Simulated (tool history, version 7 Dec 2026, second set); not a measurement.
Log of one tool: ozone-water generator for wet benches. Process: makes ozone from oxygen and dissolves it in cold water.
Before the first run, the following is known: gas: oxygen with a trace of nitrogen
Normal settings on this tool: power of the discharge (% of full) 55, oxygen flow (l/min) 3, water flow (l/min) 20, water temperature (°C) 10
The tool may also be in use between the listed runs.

run,day,power of the discharge (% of full),oxygen flow (l/min),water flow (l/min),water temperature (°C),dissolved ozone (ppm),ozone in the gas ahead of the water (g/m3)
1,0,55,3,20,10,13.1,187.7
2,1.575,55,3,20,10,13.1,186.4
3,3.121,55,3,20,10,13,186.7
4,5.588,55,3,20,10,12.7,188.6
5,8.362,55,3,16,10,15.5,188.2
6,10.308,55,3,16,10,15.5,186.4
7,13.058,55,3,16,10,15.5,189
8,14.371,55,3,16,10,15.7,185.7
9,15.717,55,3,16,10,15.4,187.9
10,17.983,55,3,16,10,17.4,186.1
11,19.783,55,3,16,10,17.3,186.3
12,22.633,55,3,16,10,17.5,185.1
13,24.408,55,3,16,10,17.7,186.9
14,26.879,55,3,16,10,17.3,186.5
15,28.296,55,3,16,10,17.5,188.6
16,29.608,55,1.95,20,10,13.4,244.3
17,31.325,55,1.95,20,10,13.4,242.9
18,34.204,59,3,29,7,10.9,199.3
19,36.246,55,1.57,16,10,15.9,280.2
20,38.242,55,1.57,16,10,16,283.7
21,40.842,54,1.57,23,10,10.8,274
22,43.871,54,1.57,23,10,10.9,274.5
23,45.358,59,3,20,10,15.1,197.5
24,47.283,59,1.69,12,10,22.5,283.9
25,50.25,55,3,24,15,11.6,185.1
26,52.738,69,3,24,17,13.7,225.7
27,54.921,55,2.09,15,6,18.5,233.3
28,56.262,42,3,20,10,11.3,148.1
29,59.038,42,3,20,10,11.2,147.8
30,60.438,42,3,17,10,13,147.6
31,62.183,42,3,17,10,13.2,149
32,63.621,42,3,17,10,13.1,148.5

Taken out of this log: 2 entries between the listed runs. Where each belongs, and how the hidden state differs across it:
Run 3 -> run 4: contactor cleaned (day 3.583)
  yield of the discharge, % of new electrodes': 100.3 -> 100.2; contactor's efficiency, % of a clean one's: 85 -> 78.7
  measured minus no-state result, dissolved ozone (ppm): -1.2 -> -1.9; ozone in the gas ahead of the water (g/m3): +0.5 -> +0.4
Run 9 -> run 10: contactor cleaned, once more (day 16.158)
  yield of the discharge, % of new electrodes': 100.1 -> 100; contactor's efficiency, % of a clean one's: 78.5 -> 99.9
  measured minus no-state result, dissolved ozone (ppm): -2.1 -> +0; ozone in the gas ahead of the water (g/m3): +0.1 -> +0

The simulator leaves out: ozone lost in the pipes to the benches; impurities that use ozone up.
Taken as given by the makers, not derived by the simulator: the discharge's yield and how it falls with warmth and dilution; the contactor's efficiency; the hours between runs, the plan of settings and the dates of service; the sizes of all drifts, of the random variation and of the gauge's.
